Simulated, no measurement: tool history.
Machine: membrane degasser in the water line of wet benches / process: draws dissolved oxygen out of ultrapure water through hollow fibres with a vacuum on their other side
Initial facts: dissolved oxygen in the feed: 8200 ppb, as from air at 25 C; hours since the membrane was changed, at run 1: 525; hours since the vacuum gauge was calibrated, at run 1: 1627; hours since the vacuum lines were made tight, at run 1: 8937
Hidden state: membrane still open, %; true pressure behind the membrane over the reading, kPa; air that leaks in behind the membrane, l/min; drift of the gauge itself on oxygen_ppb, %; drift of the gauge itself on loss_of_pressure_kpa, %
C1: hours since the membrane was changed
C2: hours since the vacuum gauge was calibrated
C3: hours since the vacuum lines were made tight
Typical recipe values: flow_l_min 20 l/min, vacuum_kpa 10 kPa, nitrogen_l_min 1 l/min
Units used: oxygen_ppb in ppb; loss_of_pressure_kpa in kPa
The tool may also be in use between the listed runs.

{"run": 1, "hour": 0.0, "flow_l_min": 20, "vacuum_kpa": 10, "nitrogen_l_min": 1, "C1": 525, "C2": 1627, "C3": 8937, "oxygen_ppb": 322.2, "loss_of_pressure_kpa": 59.96}
{"run": 2, "hour": 26.6, "flow_l_min": 20, "vacuum_kpa": 10, "nitrogen_l_min": 1, "C1": 552, "C2": 1653, "C3": 8964, "oxygen_ppb": 320.9, "loss_of_pressure_kpa": 60.33}
{"run": 3, "hour": 60.1, "flow_l_min": 20, "vacuum_kpa": 9.9, "nitrogen_l_min": 1, "C1": 585, "C2": 1687, "C3": 8998, "oxygen_ppb": 317.6, "loss_of_pressure_kpa": 59.88}
{"run": 4, "hour": 103.7, "flow_l_min": 20, "vacuum_kpa": 9.9, "nitrogen_l_min": 1, "C1": 629, "C2": 1730, "C3": 9041, "oxygen_ppb": 310.5, "loss_of_pressure_kpa": 60.18}
{"run": 5, "hour": 136.9, "flow_l_min": 20, "vacuum_kpa": 9.9, "nitrogen_l_min": 1, "C1": 662, "C2": 1763, "C3": 9074, "oxygen_ppb": 316.2, "loss_of_pressure_kpa": 59.86}
{"run": 6, "hour": 172.5, "flow_l_min": 31, "vacuum_kpa": 9.9, "nitrogen_l_min": 1.42, "C1": 698, "C2": 1799, "C3": 9110, "oxygen_ppb": 355.7, "loss_of_pressure_kpa": 93.34}
{"run": 7, "hour": 208.8, "flow_l_min": 31, "vacuum_kpa": 9.9, "nitrogen_l_min": 1.42, "C1": 734, "C2": 1835, "C3": 9146, "oxygen_ppb": 357.6, "loss_of_pressure_kpa": 92.79}
{"run": 8, "hour": 230.6, "flow_l_min": 32, "vacuum_kpa": 22.7, "nitrogen_l_min": 1.42, "C1": 756, "C2": 1857, "C3": 9168, "oxygen_ppb": 920.6, "loss_of_pressure_kpa": 96.09}
{"run": 9, "hour": 273.2, "flow_l_min": 32, "vacuum_kpa": 22.7, "nitrogen_l_min": 1.42, "C1": 798, "C2": 1900, "C3": 9211, "oxygen_ppb": 922, "loss_of_pressure_kpa": 96.47}
{"run": 10, "hour": 308.4, "flow_l_min": 32, "vacuum_kpa": 22.7, "nitrogen_l_min": 1.42, "C1": 834, "C2": 1935, "C3": 9246, "oxygen_ppb": 913.6, "loss_of_pressure_kpa": 96.19}

Consider 5 possible next runs. They are alternatives, not a sequence: every one starts from the tool as it was left by run 10. What does each give?
{"run": "A", "hour": 336.6, "flow_l_min": 26, "vacuum_kpa": 19.9, "nitrogen_l_min": 1, "C1": 862, "C2": 1963, "C3": 9274, "oxygen_ppb": "?", "loss_of_pressure_kpa": "?"}
{"run": "B", "hour": 336.6, "flow_l_min": 21, "vacuum_kpa": 6, "nitrogen_l_min": 2.29, "C1": 862, "C2": 1963, "C3": 9274, "oxygen_ppb": "?", "loss_of_pressure_kpa": "?"}
{"run": "C", "hour": 336.6, "flow_l_min": 23, "vacuum_kpa": 20.6, "nitrogen_l_min": 0.85, "C1": 862, "C2": 1963, "C3": 9274, "oxygen_ppb": "?", "loss_of_pressure_kpa": "?"}
{"run": "D", "hour": 336.6, "flow_l_min": 27, "vacuum_kpa": 23.9, "nitrogen_l_min": 0.42, "C1": 862, "C2": 1963, "C3": 9274, "oxygen_ppb": "?", "loss_of_pressure_kpa": "?"}
{"run": "E", "hour": 336.6, "flow_l_min": 32, "vacuum_kpa": 6.7, "nitrogen_l_min": 0.77, "C1": 862, "C2": 1963, "C3": 9274, "oxygen_ppb": "?", "loss_of_pressure_kpa": "?"}

run=A oxygen_ppb=880.8 loss_of_pressure_kpa=78.65
run=B oxygen_ppb=85.7 loss_of_pressure_kpa=63.07
run=C oxygen_ppb=940.2 loss_of_pressure_kpa=69.56
run=D oxygen_ppb=1973.2 loss_of_pressure_kpa=81.05
run=E oxygen_ppb=329 loss_of_pressure_kpa=95.86
Had the tool no hidden state, the same runs would have come out as:
run=A oxygen_ppb=866.9 loss_of_pressure_kpa=78.26
run=B oxygen_ppb=81.4 loss_of_pressure_kpa=62.76
run=C oxygen_ppb=924.9 loss_of_pressure_kpa=69.22
run=D oxygen_ppb=1971.2 loss_of_pressure_kpa=80.65
run=E oxygen_ppb=319.9 loss_of_pressure_kpa=95.39
